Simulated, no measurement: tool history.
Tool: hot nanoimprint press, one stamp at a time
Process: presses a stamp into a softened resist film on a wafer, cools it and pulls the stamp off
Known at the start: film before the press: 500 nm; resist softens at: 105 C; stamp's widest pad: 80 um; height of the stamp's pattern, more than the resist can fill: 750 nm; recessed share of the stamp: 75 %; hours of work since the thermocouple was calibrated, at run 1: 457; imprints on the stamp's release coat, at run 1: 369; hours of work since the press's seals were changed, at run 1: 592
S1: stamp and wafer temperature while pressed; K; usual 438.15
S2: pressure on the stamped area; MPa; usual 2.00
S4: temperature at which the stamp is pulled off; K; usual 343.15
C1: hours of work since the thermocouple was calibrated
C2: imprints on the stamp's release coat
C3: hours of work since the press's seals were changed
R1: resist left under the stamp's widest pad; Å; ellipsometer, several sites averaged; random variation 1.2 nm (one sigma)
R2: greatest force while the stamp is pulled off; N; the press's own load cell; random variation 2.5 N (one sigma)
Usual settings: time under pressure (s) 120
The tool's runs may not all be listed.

{"run": 1, "hour": 0.0, "S1": 438.15, "S2": 2.0, "time under pressure (s)": 120, "S4": 343.15, "C1": 457, "C2": 369, "C3": 592, "R1": 2552, "R2": 123}
{"run": 2, "hour": 10.0, "S1": 438.15, "S2": 2.0, "time under pressure (s)": 120, "S4": 343.15, "C1": 465, "C2": 393, "C3": 599, "R1": 2564, "R2": 123}
{"run": 3, "hour": 22.6, "S1": 438.15, "S2": 2.0, "time under pressure (s)": 120, "S4": 329.15, "C1": 475, "C2": 423, "C3": 609, "R1": 2552, "R2": 161}
{"run": 4, "hour": 32.4, "S1": 438.15, "S2": 2.0, "time under pressure (s)": 120, "S4": 343.15, "C1": 482, "C2": 447, "C3": 617, "R1": 2548, "R2": 126}
{"run": 5, "hour": 50.9, "S1": 438.15, "S2": 2.0, "time under pressure (s)": 120, "S4": 332.15, "C1": 497, "C2": 492, "C3": 631, "R1": 2575, "R2": 152}
{"run": 6, "hour": 62.4, "S1": 438.15, "S2": 2.0, "time under pressure (s)": 120, "S4": 332.15, "C1": 506, "C2": 520, "C3": 640, "R1": 2590, "R2": 155}
{"run": 7, "hour": 78.8, "S1": 438.15, "S2": 2.0, "time under pressure (s)": 120, "S4": 343.15, "C1": 519, "C2": 559, "C3": 653, "R1": 2587, "R2": 128}
{"run": 8, "hour": 90.1, "S1": 438.15, "S2": 2.0, "time under pressure (s)": 120, "S4": 343.15, "C1": 527, "C2": 587, "C3": 662, "R1": 2575, "R2": 133}
{"run": 9, "hour": 107.0, "S1": 438.15, "S2": 2.0, "time under pressure (s)": 120, "S4": 343.15, "C1": 541, "C2": 628, "C3": 675, "R1": 2599, "R2": 133}
{"hour": 118.6, "done": "plate thermocouple calibrated"}
{"run": 10, "hour": 126.0, "S1": 439.15, "S2": 2.0, "time under pressure (s)": 120, "S4": 343.15, "C1": 6, "C2": 666, "C3": 688, "R1": 2359, "R2": 133}
{"run": 11, "hour": 141.3, "S1": 433.15, "S2": 2.0, "time under pressure (s)": 120, "S4": 343.15, "C1": 18, "C2": 703, "C3": 700, "R1": 3224, "R2": 129}
{"run": 12, "hour": 151.7, "S1": 433.15, "S2": 2.0, "time under pressure (s)": 120, "S4": 346.15, "C1": 26, "C2": 728, "C3": 708, "R1": 3198, "R2": 125}
{"run": 13, "hour": 160.4, "S1": 433.15, "S2": 2.0, "time under pressure (s)": 120, "S4": 346.15, "C1": 33, "C2": 749, "C3": 715, "R1": 3237, "R2": 127}
{"run": 14, "hour": 169.6, "S1": 433.15, "S2": 2.0, "time under pressure (s)": 120, "S4": 346.15, "C1": 40, "C2": 772, "C3": 722, "R1": 3222, "R2": 129}
{"run": 15, "hour": 182.6, "S1": 433.15, "S2": 2.0, "time under pressure (s)": 120, "S4": 346.15, "C1": 50, "C2": 803, "C3": 732, "R1": 3255, "R2": 133}
{"run": 16, "hour": 196.7, "S1": 449.15, "S2": 1.54, "time under pressure (s)": 101, "S4": 330.15, "C1": 61, "C2": 837, "C3": 743, "R1": 1599, "R2": 165}
{"run": 17, "hour": 205.4, "S1": 449.15, "S2": 1.54, "time under pressure (s)": 101, "S4": 330.15, "C1": 68, "C2": 858, "C3": 750, "R1": 1603, "R2": 170}
{"run": 18, "hour": 220.7, "S1": 449.15, "S2": 1.54, "time under pressure (s)": 101, "S4": 330.15, "C1": 80, "C2": 895, "C3": 762, "R1": 1603, "R2": 168}
{"run": 19, "hour": 233.7, "S1": 446.15, "S2": 2.0, "time under pressure (s)": 120, "S4": 342.15, "C1": 90, "C2": 927, "C3": 772, "R1": 1576, "R2": 140}
{"run": 20, "hour": 250.8, "S1": 438.15, "S2": 2.43, "time under pressure (s)": 112, "S4": 330.15, "C1": 103, "C2": 968, "C3": 785, "R1": 2372, "R2": 172}
{"run": 21, "hour": 260.2, "S1": 440.15, "S2": 2.0, "time under pressure (s)": 109, "S4": 350.15, "C1": 111, "C2": 991, "C3": 793, "R1": 2315, "R2": 125}
{"run": 22, "hour": 274.9, "S1": 426.15, "S2": 1.97, "time under pressure (s)": 111, "S4": 333.15, "C1": 122, "C2": 1026, "C3": 804, "R1": 4288, "R2": 172}
{"run": 23, "hour": 291.0, "S1": 444.15, "S2": 1.95, "time under pressure (s)": 146, "S4": 337.15, "C1": 135, "C2": 1065, "C3": 817, "R1": 1652, "R2": 160}
{"run": 24, "hour": 300.1, "S1": 427.15, "S2": 2.0, "time under pressure (s)": 66, "S4": 337.15, "C1": 142, "C2": 1087, "C3": 824, "R1": 4450, "R2": 165}
{"run": 25, "hour": 320.7, "S1": 427.15, "S2": 2.0, "time under pressure (s)": 104, "S4": 337.15, "C1": 158, "C2": 1137, "C3": 840, "R1": 4225, "R2": 161}
{"run": 26, "hour": 338.1, "S1": 438.15, "S2": 1.39, "time under pressure (s)": 120, "S4": 329.15, "C1": 172, "C2": 1179, "C3": 854, "R1": 2858, "R2": 189}
{"run": 27, "hour": 346.5, "S1": 438.15, "S2": 1.39, "time under pressure (s)": 136, "S4": 349.15, "C1": 178, "C2": 1199, "C3": 860, "R1": 2734, "R2": 141}
{"run": 28, "hour": 361.7, "S1": 438.15, "S2": 1.28, "time under pressure (s)": 136, "S4": 349.15, "C1": 190, "C2": 1236, "C3": 872, "R1": 2866, "R2": 132}
{"run": 29, "hour": 370.3, "S1": 441.15, "S2": 2.0, "time under pressure (s)": 120, "S4": 343.15, "C1": 197, "C2": 1257, "C3": 879, "R1": 2140, "R2": 150}
{"run": 30, "hour": 387.6, "S1": 441.15, "S2": 2.0, "time under pressure (s)": 120, "S4": 343.15, "C1": 211, "C2": 1299, "C3": 893, "R1": 2144, "R2": 146}

Some steps in R1 between neighbouring runs. How much of each would the tool show without its hidden state too (settings, what came in, random variation), and how much is left for the hidden state, with any gauge scatter that isn't in both results?
The hidden state here: true temperature over the reading, C; pressure that arrives at the usual setting, %; grip of the stamp's worn release coat, % over a new coat's; drift of the gauge itself on residual_nm, %; drift of the gauge itself on pull_off_n, %.
Run 9 -> 10: S1 438.15 -> 439.15, plate thermocouple calibrated. R1 -240 Å: hidden state -105, all else -135.
Run 15 -> 16: S1 433.15 -> 449.15, S2 2.00 -> 1.54, time under pressure (s) 120 -> 101, S4 346.15 -> 330.15. R1 -1656 Å: hidden state -35, all else -1621.
Run 19 -> 20: S1 446.15 -> 438.15, S2 2.00 -> 2.43, time under pressure (s) 120 -> 112, S4 342.15 -> 330.15. R1 +796 Å: hidden state +39, all else +757.
Run 21 -> 22: S1 440.15 -> 426.15, S2 2.00 -> 1.97, time under pressure (s) 109 -> 111, S4 350.15 -> 333.15. R1 +1973 Å: hidden state -21, all else +1994.
Run 22 -> 23: S1 426.15 -> 444.15, S2 1.97 -> 1.95, time under pressure (s) 111 -> 146, S4 333.15 -> 337.15. R1 -2636 Å: hidden state +4, all else -2640.
Run 23 -> 24: S1 444.15 -> 427.15, S2 1.95 -> 2.00, time under pressure (s) 146 -> 66. R1 +2798 Å: hidden state -13, all else +2811.
